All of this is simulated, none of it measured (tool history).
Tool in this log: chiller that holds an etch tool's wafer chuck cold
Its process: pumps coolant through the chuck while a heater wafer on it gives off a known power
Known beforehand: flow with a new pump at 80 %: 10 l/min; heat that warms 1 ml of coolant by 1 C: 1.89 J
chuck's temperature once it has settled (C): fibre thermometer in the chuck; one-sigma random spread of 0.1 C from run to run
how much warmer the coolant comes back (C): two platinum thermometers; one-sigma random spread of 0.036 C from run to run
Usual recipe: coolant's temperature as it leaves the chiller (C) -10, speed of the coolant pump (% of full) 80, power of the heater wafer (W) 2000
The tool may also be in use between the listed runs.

run,day,coolant's temperature as it leaves the chiller (C),speed of the coolant pump (% of full),power of the heater wafer (W),chuck's temperature once it has settled (C),how much warmer the coolant comes back (C)
1,0,-10,80,2000,11,6.53
2,6.412,-10,80,2000,10.8,6.57
3,9.658,-10,63,2000,14.5,8.52
4,15.233,-10,63,2000,14.6,8.53
5,18.904,-9,80,2000,12.1,6.55
6,22.962,-9,80,2000,11.9,6.6
7,29.858,-10,79,2000,11,6.72
8,34.458,-10,80,2000,11.3,6.64
9,39.104,-10,80,2000,11.3,6.66
10,43.808,-10,80,2000,11.1,6.66
# day 47.808: chiller's thermometer calibrated
11,49.892,-10,80,2000,11,6.63
12,56.208,-10,80,2000,11,6.65
13,62.383,-10,80,2000,10.8,6.7
# day 65.746: chiller's thermometer calibrated, once more
14,68.646,-9,80,2000,12.7,6.7
15,74.612,-5,80,2000,16.7,6.69
16,78.85,-5,80,2000,16.9,6.67
17,82.233,-5,87,1527,10.8,4.66
18,85.55,-12,70,2726,20.6,10.63
19,88.825,-10,72,2062,14.2,7.79
20,95.054,-12,72,2062,12.4,7.79
21,99.675,-9,61,2504,24,11.36
22,106.262,-5,76,2161,19.6,7.74
23,112.488,-5,76,2161,19.7,7.78
24,116.362,-14,84,2191,9.7,7.03
25,122.142,-10,95,2000,10,5.61
26,126.862,-13,63,2063,13.8,9.06
27,133.979,-4,63,1565,16.4,6.95
28,141.012,0,99,1736,16.9,4.74
29,147.658,0,99,1736,16.9,4.71
30,151.475,-10,86,1874,10.2,5.99
31,155.292,-14,80,2000,8.5,6.79
32,160.325,-14,80,2000,8.5,6.92

Predict each of these 4 candidate next runs independently; none follows another, all start after run 32:
A,163.296,-10,97,1690,?,?
B,163.296,-15,93,2000,?,?
C,163.296,-10,60,2521,?,?
D,163.296,-19,96,2000,?,?

run,chuck's temperature once it has settled (C),how much warmer the coolant comes back (C)
A,6.8,4.72
B,5.5,5.93
C,24.2,11.94
D,0.9,5.6
Stripped of hidden state, with their random variation kept, the same runs would have yielded:
run,chuck's temperature once it has settled (C),how much warmer the coolant comes back (C)
A,5.2,4.34
B,3.5,5.46
C,20.8,10.97
D,-1.1,5.15
